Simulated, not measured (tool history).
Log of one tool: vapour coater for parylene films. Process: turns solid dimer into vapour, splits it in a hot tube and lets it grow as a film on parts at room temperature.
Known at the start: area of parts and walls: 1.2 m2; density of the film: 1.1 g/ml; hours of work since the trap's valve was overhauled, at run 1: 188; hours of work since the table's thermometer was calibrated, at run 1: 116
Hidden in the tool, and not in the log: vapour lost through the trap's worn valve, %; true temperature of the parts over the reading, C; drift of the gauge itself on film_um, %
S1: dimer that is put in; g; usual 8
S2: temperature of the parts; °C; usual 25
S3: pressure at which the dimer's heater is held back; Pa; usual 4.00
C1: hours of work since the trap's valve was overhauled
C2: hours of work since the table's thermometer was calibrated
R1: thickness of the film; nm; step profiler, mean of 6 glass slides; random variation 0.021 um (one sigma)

| run | hour | S1 | S2 | S3 | C1 | C2 | R1 |
|---|---|---|---|---|---|---|---|
| 1 | 0.0 | 8 | 25 | 4.00 | 188 | 116 | 3370 |
| 2 | 25.0 | 8 | 36 | 4.00 | 204 | 132 | 2640 |
| 3 | 54.5 | 8 | 36 | 4.00 | 224 | 152 | 2650 |
| 4 | 88.0 | 8 | 36 | 4.00 | 246 | 174 | 2700 |
| 5 | 122.5 | 8 | 36 | 4.00 | 269 | 197 | 2670 |
| 6 | 143.0 | 8 | 25 | 4.00 | 283 | 210 | 3290 |
| 7 | 167.1 | 8 | 28 | 4.00 | 299 | 226 | 3060 |
| 8 | 191.7 | 8 | 28 | 4.00 | 315 | 243 | 3080 |
| 9 | 216.3 | 8 | 27 | 4.00 | 331 | 259 | 3130 |
| 10 | 246.3 | 8 | 27 | 4.00 | 351 | 279 | 3100 |
| 11 | 269.0 | 8 | 25 | 2.39 | 366 | 294 | 3580 |
| 12 | 301.4 | 8 | 25 | 10.64 | 388 | 315 | 2680 |
| 13 | 334.0 | 8 | 25 | 10.64 | 409 | 337 | 2670 |
| 14 | 358.9 | 8 | 25 | 10.64 | 426 | 353 | 2640 |
| 15 | 380.5 | 8 | 25 | 10.64 | 440 | 368 | 2620 |
|  | 394.9 | trap's valve overhauled |
| 16 | 411.9 | 8 | 25 | 10.64 | 11 | 386 | 2760 |
| 17 | 435.1 | 12 | 25 | 10.64 | 27 | 401 | 4160 |
| 18 | 457.3 | 12 | 25 | 10.64 | 41 | 416 | 4140 |
| 19 | 472.9 | 12 | 25 | 10.64 | 52 | 426 | 4130 |
| 20 | 493.6 | 5 | 25 | 10.64 | 65 | 440 | 1750 |
| 21 | 512.2 | 5 | 25 | 10.64 | 78 | 452 | 1710 |
| 22 | 540.9 | 7 | 25 | 3.14 | 97 | 471 | 3060 |
| 23 | 563.3 | 7 | 25 | 3.14 | 112 | 486 | 3070 |
| 24 | 595.9 | 4 | 25 | 11.39 | 133 | 508 | 1340 |
| 25 | 618.7 | 4 | 36 | 4.00 | 148 | 523 | 1340 |
| 26 | 650.0 | 4 | 36 | 4.00 | 169 | 544 | 1360 |
| 27 | 679.1 | 6 | 25 | 3.28 | 188 | 563 | 2580 |
| 28 | 700.9 | 7 | 21 | 3.28 | 203 | 577 | 3220 |
| 29 | 733.6 | 11 | 30 | 2.65 | 224 | 599 | 4450 |
| 30 | 766.8 | 3 | 19 | 2.65 | 246 | 621 | 1510 |
| 31 | 789.6 | 3 | 19 | 6.17 | 262 | 636 | 1290 |
| 32 | 805.6 | 11 | 26 | 4.50 | 272 | 647 | 4310 |
| 33 | 829.8 | 4 | 34 | 3.02 | 288 | 663 | 1450 |
| 34 | 856.7 | 4 | 34 | 3.02 | 306 | 681 | 1460 |
| 35 | 884.4 | 8 | 37 | 5.13 | 324 | 699 | 2470 |
| 36 | 904.1 | 8 | 37 | 5.13 | 337 | 712 | 2450 |
| 37 | 938.6 | 8 | 37 | 5.13 | 360 | 735 | 2480 |
| 38 | 963.5 | 8 | 31 | 4.00 | 377 | 751 | 2880 |
| 39 | 978.5 | 8 | 32 | 3.93 | 387 | 761 | 2880 |
| 40 | 1003.5 | 11 | 25 | 3.52 | 403 | 778 | 4520 |

Forecast each of these 3 alternatives for the next run:
| A | 1029.6 | 11 | 25 | 3.49 | 421 | 795 | ? |
| B | 1029.6 | 4 | 25 | 4.00 | 421 | 795 | ? |
| C | 1029.6 | 11 | 30 | 3.52 | 421 | 795 | ? |

| run | R1 |
|---|---|
| A | 4500 |
| B | 1620 |
| C | 4140 |
Without the tool's hidden state the same runs would have given:
| run | R1 |
|---|---|
| A | 4730 |
| B | 1700 |
| C | 4340 |

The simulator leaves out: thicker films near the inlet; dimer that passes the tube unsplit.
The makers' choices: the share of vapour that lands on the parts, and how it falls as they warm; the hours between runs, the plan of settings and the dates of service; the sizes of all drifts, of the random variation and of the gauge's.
